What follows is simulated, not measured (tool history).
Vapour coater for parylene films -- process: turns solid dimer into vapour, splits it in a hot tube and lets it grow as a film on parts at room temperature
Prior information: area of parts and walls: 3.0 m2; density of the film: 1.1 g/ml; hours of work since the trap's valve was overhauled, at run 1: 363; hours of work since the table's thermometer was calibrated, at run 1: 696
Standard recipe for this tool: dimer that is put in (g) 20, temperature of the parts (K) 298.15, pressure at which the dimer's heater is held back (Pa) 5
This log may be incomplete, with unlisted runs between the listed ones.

run,day,dimer that is put in (g),temperature of the parts (K),pressure at which the dimer's heater is held back (Pa),hours of work since the trap's valve was overhauled,hours of work since the table's thermometer was calibrated,thickness of the film (nm)
1,0,20,298.15,5,363,696,3460
2,0.858,20,298.15,4.73,380,714,3490
3,2.692,20,298.15,5,417,750,3450
4,4.342,20,298.15,5,450,783,3410
5,5.562,20,298.15,5,474,808,3400
# day 5.888: trap's valve overhauled
6,7.133,20,298.15,9.58,25,836,3360
7,8.738,20,298.15,9.58,57,868,3370
8,9.875,20,298.15,9.58,80,890,3350
9,11.458,12,306.15,6.97,111,922,1800
10,13.554,9,298.15,3.95,153,964,1660
11,15.438,14,301.15,5.22,191,1001,2370
12,16.971,9,296.15,5,221,1032,1620
13,19.038,31,297.15,5.65,263,1073,5440
14,20.738,12,296.15,4.82,297,1107,2170
15,22.079,8,299.15,2.49,323,1134,1460
16,24.188,9,293.15,2.49,365,1176,1840

Branching from run 16: 4 alternative next runs. What would each branch give?
A,25.796,9,295.15,2.49,398,1208,?
B,25.796,35,306.15,2.13,398,1208,?
C,25.796,9,293.15,2.44,398,1208,?
D,25.796,34,293.15,10.14,398,1208,?

run,thickness of the film (nm)
A,1760
B,5800
C,1820
D,5810
Had the tool no hidden state, the same runs would have come out as:
run,thickness of the film (nm)
A,1850
B,6100
C,1910
D,6120
